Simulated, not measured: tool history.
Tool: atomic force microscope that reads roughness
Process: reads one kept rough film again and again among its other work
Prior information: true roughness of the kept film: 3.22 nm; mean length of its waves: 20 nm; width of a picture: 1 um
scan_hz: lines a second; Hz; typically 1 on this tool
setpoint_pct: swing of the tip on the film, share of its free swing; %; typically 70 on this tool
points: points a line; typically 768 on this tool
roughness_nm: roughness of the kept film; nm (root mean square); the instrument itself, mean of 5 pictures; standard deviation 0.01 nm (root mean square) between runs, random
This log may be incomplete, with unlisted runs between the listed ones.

| run | hour | scan_hz | setpoint_pct | points | roughness_nm |
|---|---|---|---|---|---|
| 1 | 0 | 1 | 70 | 768 | 1.364 |
|  | 26.8 | new tip fitted |
| 2 | 28.1 | 1 | 70 | 768 | 2.347 |
| 3 | 44.5 | 1 | 70 | 768 | 2.241 |
| 4 | 59.7 | 1 | 70 | 711 | 2.149 |
| 5 | 84.7 | 1 | 70 | 711 | 2.044 |
| 6 | 99.6 | 1 | 70 | 711 | 1.961 |
| 7 | 135.1 | 1 | 70 | 711 | 1.823 |
| 8 | 163.2 | 3.94 | 70 | 768 | 1.562 |
| 9 | 181.7 | 3.94 | 70 | 768 | 1.516 |
| 10 | 207.1 | 3.94 | 70 | 777 | 1.457 |
| 11 | 233.3 | 3.94 | 70 | 777 | 1.38 |
| 12 | 256.4 | 1 | 70 | 768 | 1.453 |
| 13 | 279.8 | 1 | 70 | 768 | 1.39 |
| 14 | 304.2 | 2.21 | 70 | 768 | 1.299 |
|  | 325.8 | new tip fitted |
| 15 | 338.8 | 2.21 | 70 | 768 | 2.158 |
| 16 | 368.7 | 2.21 | 70 | 768 | 2.007 |
| 17 | 384.1 | 2.21 | 70 | 768 | 1.968 |
| 18 | 400 | 1 | 70 | 768 | 1.988 |
| 19 | 414.7 | 1 | 70 | 768 | 1.91 |
| 20 | 434.7 | 1 | 70 | 288 | 1.781 |
| 21 | 462.9 | 1 | 79 | 637 | 1.694 |
| 22 | 483.5 | 2.25 | 70 | 768 | 1.593 |
| 23 | 516.7 | 2.25 | 70 | 768 | 1.495 |
| 24 | 535.2 | 1 | 70 | 326 | 1.483 |
| 25 | 562.2 | 3.9 | 81 | 585 | 1.218 |
| 26 | 597.1 | 3.9 | 88 | 585 | 1.063 |
| 27 | 617.1 | 0.71 | 70 | 482 | 1.338 |
|  | 623.7 | new tip fitted |
| 28 | 644.9 | 0.71 | 70 | 482 | 2.217 |
| 29 | 670 | 1.33 | 70 | 427 | 2.022 |
| 30 | 705.5 | 1.33 | 70 | 427 | 1.885 |
| 31 | 738 | 1.33 | 70 | 427 | 1.772 |
| 32 | 764.3 | 1 | 70 | 598 | 1.71 |
| 33 | 780 | 2.11 | 80 | 777 | 1.531 |
| 34 | 796.8 | 2.11 | 80 | 777 | 1.487 |
| 35 | 812.8 | 2.11 | 80 | 777 | 1.436 |
| 36 | 839.3 | 2.11 | 61 | 335 | 1.466 |

Some steps in roughness_nm between neighbouring runs. How much of each would the tool show without its hidden state too (settings, what came in, random variation), and how much is left for the hidden state, with any gauge scatter that isn't in both results?
Hidden conditions of the tool in this case: radius of the tip, nm; height scale over the true one, %; drift of the gauge itself on roughness_nm, %.
Run 1 -> 2: new tip fitted. roughness_nm +0.983 nm (root mean square): hidden state +0.966, all else +0.017.
Run 14 -> 15: new tip fitted. roughness_nm +0.859 nm (root mean square): hidden state +0.865, all else -0.006.
Run 27 -> 28: new tip fitted. roughness_nm +0.879 nm (root mean square): hidden state +0.889, all else -0.01.
